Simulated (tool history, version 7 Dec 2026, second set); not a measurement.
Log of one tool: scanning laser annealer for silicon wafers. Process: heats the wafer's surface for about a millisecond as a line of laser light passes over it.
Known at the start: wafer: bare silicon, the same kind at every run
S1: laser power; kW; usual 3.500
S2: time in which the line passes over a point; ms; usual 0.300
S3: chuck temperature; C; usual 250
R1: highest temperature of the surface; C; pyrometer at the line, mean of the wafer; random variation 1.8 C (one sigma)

Run 1, hour 0.0: usual settings. Result: R1 1054 C.
Run 2, hour 20.3: usual settings. Result: R1 1049 C.
Run 3, hour 66.7: usual settings. Result: R1 1048 C.
Run 4, hour 94.4: usual settings. Result: R1 1048 C.
Run 5, hour 140.2: usual settings. Result: R1 1046 C.
Run 6, hour 167.2: usual settings but S3 258 C. Result: R1 1054 C.
Run 7, hour 195.6: usual settings but S1 3.331 kW, S2 0.216 ms, S3 287 C. Result: R1 945 C.
Run 8, hour 237.7: usual settings but S1 3.650 kW, S3 256 C. Result: R1 1089 C.
Run 9, hour 281.4: usual settings but S1 3.650 kW, S3 256 C. Result: R1 1085 C.
Run 10, hour 321.6: usual settings but S1 3.425 kW, S2 0.214 ms, S3 241 C. Result: R1 910 C.
Run 11, hour 354.0: usual settings but S1 3.378 kW, S2 0.341 ms, S3 227 C. Result: R1 1030 C.

4 ways to go on from here, each from the tool as it stands after run 11. What would each give?
Run A, hour 384.7: usual settings but S2 0.291 ms. Result: R1 ?.
Run B, hour 384.7: usual settings but S1 2.990 kW, S2 0.341 ms, S3 229 C. Result: R1 ?.
Run C, hour 384.7: usual settings but S1 3.322 kW, S2 0.341 ms, S3 227 C. Result: R1 ?.
Run D, hour 384.7: usual settings but S1 3.378 kW, S2 0.341 ms, S3 212 C. Result: R1 ?.

run    R1
  A  1026
  B   935
  C  1017
  D  1018
Without the tool's hidden state the same runs would have given:
run    R1
  A  1041
  B   948
  C  1032
  D  1033

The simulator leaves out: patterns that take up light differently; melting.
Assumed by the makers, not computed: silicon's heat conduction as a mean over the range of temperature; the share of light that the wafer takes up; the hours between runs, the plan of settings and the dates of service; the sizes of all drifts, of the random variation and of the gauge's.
